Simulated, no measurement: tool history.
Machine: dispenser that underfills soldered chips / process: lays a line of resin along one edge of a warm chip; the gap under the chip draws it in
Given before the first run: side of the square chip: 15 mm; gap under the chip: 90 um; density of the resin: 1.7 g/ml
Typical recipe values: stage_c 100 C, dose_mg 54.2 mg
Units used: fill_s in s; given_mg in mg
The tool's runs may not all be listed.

| run | hour | stage_c | dose_mg | fill_s | given_mg |
|---|---|---|---|---|---|
| 1 | 0.0 | 100 | 54.2 | 53.2 | 53.68 |
|  | 2.1 | new syringe of resin |
| 2 | 8.6 | 94 | 54.2 | 64.3 | 52.67 |
|  | 10.9 | new syringe of resin |
| 3 | 14.1 | 107 | 54.2 | 38.2 | 52.87 |
|  | 19.7 | new syringe of resin |
| 4 | 22.6 | 107 | 54.2 | 38.2 | 52.67 |
|  | 28.0 | new syringe of resin |
| 5 | 29.0 | 107 | 54.2 | 33.6 | 52.05 |
| 6 | 35.1 | 107 | 54.2 | 45.9 | 52.02 |
|  | 36.4 | new syringe of resin |
| 7 | 43.9 | 107 | 54.2 | 46.3 | 51.80 |
|  | 45.2 | new syringe of resin |
| 8 | 49.0 | 107 | 54.2 | 41.1 | 51.80 |
|  | 53.7 | new syringe of resin |
| 9 | 54.5 | 107 | 54.2 | 33.5 | 51.15 |
| 10 | 60.3 | 107 | 54.2 | 45.3 | 51.01 |
|  | 62.2 | new syringe of resin |
| 11 | 66.8 | 107 | 54.2 | 40.5 | 50.92 |

Run 12 has not been measured yet. What should we expect?
|  | 69.0 | dispensing valve cleaned and set on the balance |
|  | 71.8 | new syringe of resin |
| 12 | 76.3 | 107 | 54.2 | ? | ? |

Logged for run 12: fill_s 39.7 s, given_mg 53.96 mg.
With no hidden state in the tool, this same run would have given fill_s 30.4 s, given_mg 54.25 mg.
